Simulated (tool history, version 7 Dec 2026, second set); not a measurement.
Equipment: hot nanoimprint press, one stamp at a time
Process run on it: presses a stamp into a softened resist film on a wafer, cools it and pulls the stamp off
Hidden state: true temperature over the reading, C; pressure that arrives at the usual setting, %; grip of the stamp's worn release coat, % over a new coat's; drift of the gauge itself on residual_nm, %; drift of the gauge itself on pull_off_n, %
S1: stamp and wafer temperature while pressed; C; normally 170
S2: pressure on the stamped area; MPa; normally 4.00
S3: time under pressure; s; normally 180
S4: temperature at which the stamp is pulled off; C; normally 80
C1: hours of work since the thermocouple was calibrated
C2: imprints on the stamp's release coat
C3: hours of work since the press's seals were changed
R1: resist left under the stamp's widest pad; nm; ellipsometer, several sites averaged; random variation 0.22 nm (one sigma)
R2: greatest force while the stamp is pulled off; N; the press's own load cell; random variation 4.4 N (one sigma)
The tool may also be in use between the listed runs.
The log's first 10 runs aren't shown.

run	hour	S1	S2	S3	S4	C1	C2	C3	R1	R2
11	80.7	170	4.00	180	80	137	600	116	95.2	235
12	87.2	170	4.00	180	80	142	630	121	95.1	249
13	92.4	170	3.43	180	80	146	655	125	102.6	250
14	103.5	170	3.43	180	80	155	706	134	102.6	245
15	109.7	170	3.43	180	80	160	735	139	102.4	265
16	115.1	170	3.43	180	80	164	761	144	102.5	247
17	125.6	170	3.43	180	80	173	810	152	102.6	248
18	136.7	165	4.00	159	80	182	862	161	112.7	264
19	147.4	158	4.17	180	81	190	912	169	130.4	257
20	159.3	158	4.17	180	81	200	967	179	130.4	265
21	166.7	158	4.17	180	81	206	1001	185	129.7	262
22	177.1	179	4.00	180	80	214	1050	193	74.0	263
23	183.9	158	4.00	180	88	219	1082	198	132.3	221

Run 24 comes next. What will it give?
24	189.7	158	4.00	346	88	224	1109	203	?	?

Run 24 measured R1 110.8 nm, R2 227 N.
If the tool had no hidden condition, the same run with the same run-to-run variation would have returned R1 113.5 nm, R2 181 N.
